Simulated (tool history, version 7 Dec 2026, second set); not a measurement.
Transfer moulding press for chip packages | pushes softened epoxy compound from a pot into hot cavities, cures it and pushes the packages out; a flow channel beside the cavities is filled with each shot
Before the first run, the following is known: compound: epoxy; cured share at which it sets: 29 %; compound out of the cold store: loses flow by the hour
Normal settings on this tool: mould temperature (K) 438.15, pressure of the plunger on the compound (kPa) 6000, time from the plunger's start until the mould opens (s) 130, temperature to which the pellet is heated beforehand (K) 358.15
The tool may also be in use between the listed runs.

run	hour	mould temperature (K)	pressure of the plunger on the compound (kPa)	time from the plunger's start until the mould opens (s)	temperature to which the pellet is heated beforehand (K)	incoming compound's hours out of the cold store	length that the compound runs in the flow channel (mm)	greatest force on the pins that push the packages out (N)
1	0	438.15	6000	130	358.15	30.8	752	487
2	24.7	443.15	6000	130	358.15	9.5	806	531
3	46.4	443.15	4710	130	358.15	34.7	645	572
4	71.2	438.15	6000	143	358.15	8.5	797	599
5	96.6	438.15	6000	143	358.15	15.6	778	633
# hour 103.6: cavities cleaned with cleaning compound and waxed
6	123.8	438.15	6000	143	358.15	22.1	763	671
7	147.9	438.15	6000	130	358.15	9.3	793	708
8	159.6	438.15	6000	130	358.15	37.5	724	663
9	176.8	444.15	6000	130	358.15	34.9	703	679
10	191.8	444.15	6000	130	358.15	23.6	733	627
# hour 205.9: cavities cleaned with cleaning compound and waxed, once more
11	217.2	444.15	6000	130	358.15	32.9	704	472
12	237.6	438.15	6000	130	358.15	36.4	722	550
13	251.3	438.15	6000	130	358.15	16.8	765	560
14	272.5	438.15	6000	130	358.15	9.4	787	610
15	291.7	438.15	6000	130	358.15	44.9	689	611
16	310.3	438.15	6000	130	358.15	41.9	701	619
# hour 324.4: cavities cleaned with cleaning compound and waxed
17	336.7	438.15	6000	136	361.15	9.6	771	476
18	353.9	434.15	5600	112	362.15	44.4	667	772
# hour 365.3: plunger's sealing rings changed
19	373.6	438.15	6000	130	366.15	8.2	816	552
20	396.9	438.15	6000	130	366.15	16.9	821	636
21	416.7	432.15	6000	130	358.15	29.3	808	818

What will run 22 give?
# hour 437.8: mould's thermocouples calibrated
22	444.8	432.15	6000	130	358.15	33.1	?	?

length that the compound runs in the flow channel (mm): 782
greatest force on the pins that push the packages out (N): 799
Had the tool carried no hidden state, the very same run would have given length that the compound runs in the flow channel (mm) 792, greatest force on the pins that push the packages out (N) 568.

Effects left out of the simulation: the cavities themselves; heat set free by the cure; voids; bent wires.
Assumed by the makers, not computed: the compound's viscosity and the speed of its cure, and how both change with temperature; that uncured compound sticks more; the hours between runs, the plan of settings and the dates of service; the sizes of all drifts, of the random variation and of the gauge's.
